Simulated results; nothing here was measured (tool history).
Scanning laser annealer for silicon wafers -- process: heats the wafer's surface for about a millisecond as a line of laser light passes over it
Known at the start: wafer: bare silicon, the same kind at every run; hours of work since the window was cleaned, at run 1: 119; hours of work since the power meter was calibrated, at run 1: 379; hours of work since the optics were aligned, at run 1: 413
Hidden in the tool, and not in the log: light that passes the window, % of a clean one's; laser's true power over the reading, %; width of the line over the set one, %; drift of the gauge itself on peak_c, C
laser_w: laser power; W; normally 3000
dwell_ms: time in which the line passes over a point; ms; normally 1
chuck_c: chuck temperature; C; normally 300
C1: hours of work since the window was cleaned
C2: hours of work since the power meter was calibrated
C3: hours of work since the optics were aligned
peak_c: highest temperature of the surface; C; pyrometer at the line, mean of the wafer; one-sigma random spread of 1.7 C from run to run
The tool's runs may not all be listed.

Run 1, day 0: usual settings; C1 119; C2 379; C3 413. Result: peak_c 1048 C.
Run 2, day 0.542: usual settings; C1 129; C2 389; C3 423. Result: peak_c 1051 C.
Run 3, day 1.025: usual settings; C1 138; C2 397; C3 431. Result: peak_c 1050 C.
Run 4, day 1.667: usual settings but laser_w 3002 W; C1 149; C2 409; C3 443. Result: peak_c 1047 C.
Run 5, day 2.096: usual settings but laser_w 3002 W; C1 157; C2 416; C3 450. Result: peak_c 1052 C.
Run 6, day 2.733: usual settings but laser_w 3002 W; C1 168; C2 428; C3 461. Result: peak_c 1048 C.
Run 7, day 3.358: usual settings but laser_w 3002 W; C1 179; C2 439; C3 473. Result: peak_c 1050 C.
Run 8, day 3.742: usual settings but dwell_ms 0.71 ms; C1 186; C2 445; C3 479. Result: peak_c 931 C.
Run 9, day 4.179: usual settings but dwell_ms 0.71 ms; C1 194; C2 453; C3 487. Result: peak_c 930 C.
Run 10, day 4.817: usual settings; C1 205; C2 465; C3 498. Result: peak_c 1050 C.
Run 11, day 5.258: usual settings; C1 213; C2 472; C3 506. Result: peak_c 1052 C.
Run 12, day 5.925: usual settings; C1 225; C2 484; C3 518. Result: peak_c 1049 C.
Run 13, day 6.271: usual settings; C1 231; C2 490; C3 524. Result: peak_c 1054 C.
Run 14, day 6.596: usual settings but dwell_ms 0.72 ms; C1 236; C2 496; C3 530. Result: peak_c 933 C.
Run 15, day 6.967: usual settings but laser_w 2581 W, dwell_ms 1.08 ms, chuck_c 285 C; C1 243; C2 503; C3 537. Result: peak_c 965 C.
Run 16, day 7.392: usual settings but dwell_ms 1.2 ms; C1 251; C2 510; C3 544. Result: peak_c 1121 C.
Run 17, day 7.704: usual settings but dwell_ms 1.2 ms; C1 256; C2 516; C3 550. Result: peak_c 1125 C.
Run 18, day 8.392: usual settings but laser_w 2688 W, dwell_ms 1.05 ms, chuck_c 273 C; C1 268; C2 528; C3 562. Result: peak_c 967 C.
Run 19, day 8.829: usual settings but laser_w 2688 W, dwell_ms 1.05 ms, chuck_c 273 C; C1 276; C2 536; C3 570. Result: peak_c 969 C.
Run 20, day 9.471: usual settings but laser_w 3103 W, dwell_ms 0.83 ms, chuck_c 285 C; C1 287; C2 547; C3 581. Result: peak_c 989 C.
Run 21, day 10.058: usual settings but laser_w 3103 W, dwell_ms 0.82 ms, chuck_c 299 C; C1 298; C2 558; C3 591. Result: peak_c 997 C.
Run 22, day 10.496: usual settings but laser_w 3103 W, dwell_ms 0.82 ms, chuck_c 299 C; C1 306; C2 565; C3 599. Result: peak_c 998 C.
At day 11.033: window over the wafer cleaned.
Run 23, day 11.242: usual settings but laser_w 2605 W, dwell_ms 0.94 ms, chuck_c 328 C; C1 4; C2 577; C3 611. Result: peak_c 967 C.
Run 24, day 11.7: usual settings but laser_w 2661 W, dwell_ms 0.72 ms, chuck_c 330 C; C1 12; C2 585; C3 619. Result: peak_c 899 C.
Run 25, day 12.171: usual settings but laser_w 2661 W, dwell_ms 0.72 ms, chuck_c 330 C; C1 20; C2 594; C3 627. Result: peak_c 895 C.
Run 26, day 12.512: usual settings but laser_w 3180 W, chuck_c 323 C; C1 26; C2 600; C3 633. Result: peak_c 1117 C.
Run 27, day 13.046: usual settings but laser_w 3120 W, dwell_ms 0.8 ms, chuck_c 324 C; C1 36; C2 609; C3 643. Result: peak_c 1020 C.

What differs in the tool's unlogged condition from the final listed run ahead of each entry between runs to the first listed run following it?
Run 22 -> run 23: window over the wafer cleaned (day 11.033)
  light that passes the window, % of a clean one's: 99.88 -> 100
